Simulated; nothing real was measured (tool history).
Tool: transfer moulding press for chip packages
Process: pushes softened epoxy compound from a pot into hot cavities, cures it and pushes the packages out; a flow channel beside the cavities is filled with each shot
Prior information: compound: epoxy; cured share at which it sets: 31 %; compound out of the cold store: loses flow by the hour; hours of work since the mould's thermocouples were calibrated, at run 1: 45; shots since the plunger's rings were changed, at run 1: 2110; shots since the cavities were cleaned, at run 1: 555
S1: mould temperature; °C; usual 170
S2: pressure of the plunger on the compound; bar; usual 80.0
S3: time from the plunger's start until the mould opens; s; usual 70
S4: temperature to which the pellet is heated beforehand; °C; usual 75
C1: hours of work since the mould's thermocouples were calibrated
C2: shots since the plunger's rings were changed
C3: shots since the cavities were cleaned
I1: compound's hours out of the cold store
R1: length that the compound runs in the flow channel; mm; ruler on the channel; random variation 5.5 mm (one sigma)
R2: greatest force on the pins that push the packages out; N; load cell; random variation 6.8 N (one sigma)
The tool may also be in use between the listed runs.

run 1 hour=0.0 | S1=170 S2=80.0 S3=70 S4=75 | C1=45 C2=2110 C3=555 | I1=16.4 | R1=555 R2=400
run 2 hour=6.4 | S1=170 S2=80.0 S3=97 S4=75 | C1=50 C2=2227 C3=672 | I1=27.5 | R1=508 R2=331
run 3 hour=12.1 | S1=170 S2=80.0 S3=105 S4=75 | C1=55 C2=2331 C3=776 | I1=24.8 | R1=518 R2=329
-- hour=18.1 cavities cleaned with cleaning compound and waxed
run 4 hour=24.5 | S1=170 S2=80.0 S3=53 S4=75 | C1=63 C2=2531 C3=117 | I1=25.1 | R1=506 R2=586
run 5 hour=31.4 | S1=171 S2=80.0 S3=53 S4=75 | C1=69 C2=2659 C3=245 | I1=36.8 | R1=478 R2=559
run 6 hour=39.2 | S1=171 S2=80.0 S3=53 S4=75 | C1=75 C2=2801 C3=387 | I1=32.6 | R1=487 R2=618
run 7 hour=49.8 | S1=171 S2=80.0 S3=53 S4=75 | C1=84 C2=2997 C3=583 | I1=29.7 | R1=489 R2=678
run 8 hour=55.2 | S1=170 S2=80.0 S3=70 S4=71 | C1=88 C2=3096 C3=682 | I1=16.5 | R1=545 R2=419
run 9 hour=61.0 | S1=170 S2=81.7 S3=70 S4=75 | C1=93 C2=3203 C3=789 | I1=32.7 | R1=484 R2=401
-- hour=66.0 cavities cleaned with cleaning compound and waxed
run 10 hour=69.0 | S1=170 S2=81.7 S3=70 S4=75 | C1=98 C2=3322 C3=55 | I1=24.6 | R1=517 R2=300
run 11 hour=78.3 | S1=170 S2=81.7 S3=70 S4=75 | C1=105 C2=3492 C3=225 | I1=36.8 | R1=468 R2=323
run 12 hour=87.3 | S1=170 S2=81.7 S3=70 S4=75 | C1=112 C2=3658 C3=391 | I1=25.0 | R1=510 R2=370
run 13 hour=96.5 | S1=170 S2=80.0 S3=70 S4=75 | C1=120 C2=3827 C3=560 | I1=21.6 | R1=507 R2=380
run 14 hour=104.5 | S1=170 S2=80.0 S3=70 S4=75 | C1=126 C2=3973 C3=706 | I1=18.0 | R1=524 R2=421
-- hour=114.3 cavities cleaned with cleaning compound and waxed
run 15 hour=115.8 | S1=170 S2=80.0 S3=70 S4=75 | C1=134 C2=4154 C3=29 | I1=44.0 | R1=447 R2=272
run 16 hour=120.5 | S1=170 S2=80.0 S3=70 S4=75 | C1=138 C2=4240 C3=115 | I1=23.8 | R1=505 R2=314
run 17 hour=129.2 | S1=170 S2=80.0 S3=70 S4=75 | C1=145 C2=4400 C3=275 | I1=21.4 | R1=507 R2=357
run 18 hour=138.3 | S1=173 S2=85.1 S3=52 S4=76 | C1=152 C2=4566 C3=441 | I1=39.7 | R1=465 R2=569
run 19 hour=143.0 | S1=175 S2=80.0 S3=75 S4=75 | C1=156 C2=4653 C3=528 | I1=8.8 | R1=543 R2=334

Forecast run 20:
run 20 hour=152.0 | S1=171 S2=88.2 S3=70 S4=75 | C1=163 C2=4818 C3=693 | I1=47.9 | R1=? R2=?

Run 20 measured R1 448 mm, R2 379 N.
With no hidden state in the tool, this same run would have given R1 490 mm, R2 258 N.
